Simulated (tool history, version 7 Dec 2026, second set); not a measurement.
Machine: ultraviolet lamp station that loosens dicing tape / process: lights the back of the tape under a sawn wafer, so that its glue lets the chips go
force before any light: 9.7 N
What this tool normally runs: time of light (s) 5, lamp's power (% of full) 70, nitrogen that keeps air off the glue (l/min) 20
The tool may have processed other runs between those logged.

run   hour  time of light (s)  lamp's power (% of full)  nitrogen that keeps air off the glue (l/min)  force that peels the tape off (N)  light that reached the tape (mJ/cm²)
  1      0                  5                        70                                            20                              1.383                                   404
  2   42.7                  5                        70                                            20                              1.423                                   396
  3   83.3                  5                        70                                            20                              1.459                                   391
  4  108.2                  5                        70                                            20                              1.527                                   381
  5  154.2                  5                        70                                            20                               1.51                                   374
  6  200.3                  5                        70                                            20                              1.646                                   370
  7  248.6                  5                        70                                             7                                3.3                                   360
     283.6  -- window cleaned of glue's vapour
  8  283.6                  5                        81                                            20                              1.003                                   477
  9  318.1                  5                        81                                            20                              1.009                                   465
 10  358.5                  5                        81                                            20                                1.1                                   460
 11  399.1                  3                        70                                            20                              3.101                                   230
 12  434.1                  3                        70                                            20                              3.223                                   231
 13  461.6                  4                        70                                            34                              1.621                                   303
 14  484.1                  4                        94                                            34                              0.905                                   404
 15    517                  4                        94                                            34                              0.928                                   401
 16  558.3                  4                        94                                            34                              1.008                                   388
 17  602.4                  5                        70                                             9                              2.884                                   351
 18  633.5                  5                        70                                             9                              2.869                                   347
 19  680.3                  6                        82                                            20                              0.953                                   485

Below are 4 alternative next runs, each starting from the tool's condition after run 19. Predict each:
  A  709.9                  7                        70                                            33                                  ?                                     ?
  B  709.9                  5                        99                                            20                                  ?                                     ?
  C  709.9                  8                        73                                            37                                  ?                                     ?
  D  709.9                  3                        60                                            20                                  ?                                     ?

run  force that peels the tape off (N)  light that reached the tape (mJ/cm²)
  A                              0.626                                   475
  B                              0.994                                   480
  C                              0.358                                   568
  D                              4.264                                   175
Stripped of hidden state, with their random variation kept, the same runs would have yielded:
run  force that peels the tape off (N)  light that reached the tape (mJ/cm²)
  A                              0.273                                   637
  B                              0.486                                   643
  C                              0.153                                   760
  D                              3.201                                   234
